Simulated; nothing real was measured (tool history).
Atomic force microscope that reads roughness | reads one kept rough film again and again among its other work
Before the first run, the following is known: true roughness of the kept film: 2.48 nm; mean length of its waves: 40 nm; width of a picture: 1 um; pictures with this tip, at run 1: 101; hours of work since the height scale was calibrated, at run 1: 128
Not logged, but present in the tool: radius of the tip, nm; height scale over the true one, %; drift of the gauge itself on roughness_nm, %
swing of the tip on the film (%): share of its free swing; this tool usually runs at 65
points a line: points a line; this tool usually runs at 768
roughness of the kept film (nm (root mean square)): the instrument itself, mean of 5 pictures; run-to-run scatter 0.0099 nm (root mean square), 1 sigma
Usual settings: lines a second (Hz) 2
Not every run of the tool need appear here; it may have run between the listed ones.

run   hour  lines a second (Hz)  swing of the tip on the film (%)  points a line  pictures with this tip  hours of work since the height scale was calibrated  roughness of the kept film (nm (root mean square))
  1      0                    2                                65            768                     101                                                  128                                               2.165
  2   45.1                    2                                65            768                     168                                                  150                                               2.048
  3     91                  0.5                                65            768                     236                                                  172                                               2.035
  4    124                 0.52                                65            768                     285                                                  188                                               2.014
  5  155.6                    2                                65            276                     332                                                  204                                               1.879
     173.1  -- new tip fitted
  6  198.3                 3.09                                65            768                      37                                                  224                                               2.191
  7    237                 3.09                                65            768                      95                                                  243                                               2.108
     243.1  -- height scale calibrated on a step standard
  8  293.4                 3.09                                65            768                     177                                                   24                                               2.031
  9  352.4                 3.09                                65            366                     265                                                   53                                               1.919
 10  395.9                 3.09                                65            366                     330                                                   74                                               1.868
     415.5  -- new tip fitted
       439  -- height scale calibrated on a step standard, once more
 11  444.3                 3.09                                65            366                      42                                                    3                                               2.161
 12  488.8                 0.99                                84            373                     108                                                   24                                               2.098
 13  545.6                 0.99                                84            373                     192                                                   52                                               1.995

Branching from run 13: 3 alternative next runs. What would each branch give?
  A  573.3                  2.7                                84            373                     233                                                   65                                                   ?
  B  573.3                 0.99                                75            439                     233                                                   65                                                   ?
  C  573.3                 2.38                                60            961                     233                                                   65                                                   ?

run  roughness of the kept film (nm (root mean square))
  A                                               1.822
  B                                               1.986
  C                                               1.988
The same runs, with their run-to-run variation unchanged, on a tool lacking any hidden condition would have given:
run  roughness of the kept film (nm (root mean square))
  A                                               2.088
  B                                               2.277
  C                                               2.278
